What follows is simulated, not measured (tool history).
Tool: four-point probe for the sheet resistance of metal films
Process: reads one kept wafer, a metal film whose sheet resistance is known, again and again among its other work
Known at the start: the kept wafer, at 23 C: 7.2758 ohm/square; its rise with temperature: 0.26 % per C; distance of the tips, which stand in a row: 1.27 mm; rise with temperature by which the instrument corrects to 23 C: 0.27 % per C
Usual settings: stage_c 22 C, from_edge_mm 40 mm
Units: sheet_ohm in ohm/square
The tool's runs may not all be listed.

run 1 hour=0.0 | stage_c=22 from_edge_mm=40 | sheet_ohm=7.279970
run 2 hour=24.7 | stage_c=22 from_edge_mm=43 | sheet_ohm=7.280074
run 3 hour=42.4 | stage_c=22 from_edge_mm=43 | sheet_ohm=7.279024
run 4 hour=58.7 | stage_c=33 from_edge_mm=43 | sheet_ohm=7.275446
run 5 hour=81.2 | stage_c=33 from_edge_mm=43 | sheet_ohm=7.274252
run 6 hour=102.4 | stage_c=22 from_edge_mm=40 | sheet_ohm=7.279104
run 7 hour=123.5 | stage_c=22 from_edge_mm=40 | sheet_ohm=7.280280
run 8 hour=135.5 | stage_c=22 from_edge_mm=5 | sheet_ohm=7.519630
run 9 hour=161.0 | stage_c=22 from_edge_mm=30 | sheet_ohm=7.284902
run 10 hour=187.4 | stage_c=22 from_edge_mm=20 | sheet_ohm=7.293880
run 11 hour=204.7 | stage_c=22 from_edge_mm=20 | sheet_ohm=7.293174
run 12 hour=228.1 | stage_c=22 from_edge_mm=40 | sheet_ohm=7.281405
run 13 hour=249.6 | stage_c=22 from_edge_mm=40 | sheet_ohm=7.280421
run 14 hour=267.6 | stage_c=22 from_edge_mm=40 | sheet_ohm=7.280220
run 15 hour=286.5 | stage_c=22 from_edge_mm=40 | sheet_ohm=7.281263
run 16 hour=302.2 | stage_c=34 from_edge_mm=6 | sheet_ohm=7.439458
run 17 hour=322.4 | stage_c=30 from_edge_mm=8 | sheet_ohm=7.367727
run 18 hour=343.1 | stage_c=28 from_edge_mm=40 | sheet_ohm=7.272930
run 19 hour=365.9 | stage_c=24 from_edge_mm=18 | sheet_ohm=7.293953
run 20 hour=389.3 | stage_c=24 from_edge_mm=18 | sheet_ohm=7.295043
run 21 hour=413.2 | stage_c=33 from_edge_mm=7 | sheet_ohm=7.393654
run 22 hour=431.8 | stage_c=22 from_edge_mm=57 | sheet_ohm=7.279688
run 23 hour=448.1 | stage_c=35 from_edge_mm=4 | sheet_ohm=7.640741
run 24 hour=476.3 | stage_c=23 from_edge_mm=40 | sheet_ohm=7.280483
run 25 hour=494.3 | stage_c=20 from_edge_mm=3 | sheet_ohm=7.914092
run 26 hour=516.8 | stage_c=20 from_edge_mm=3 | sheet_ohm=7.912627
run 27 hour=532.2 | stage_c=20 from_edge_mm=16 | sheet_ohm=7.304246

The next listed run, before its measurement:
run 28 hour=557.3 | stage_c=31 from_edge_mm=4 | sheet_ohm=?

sheet_ohm: 7.642982 ohm/square
Without the tool's hidden state the same run would have given sheet_ohm 7.643159 ohm/square.
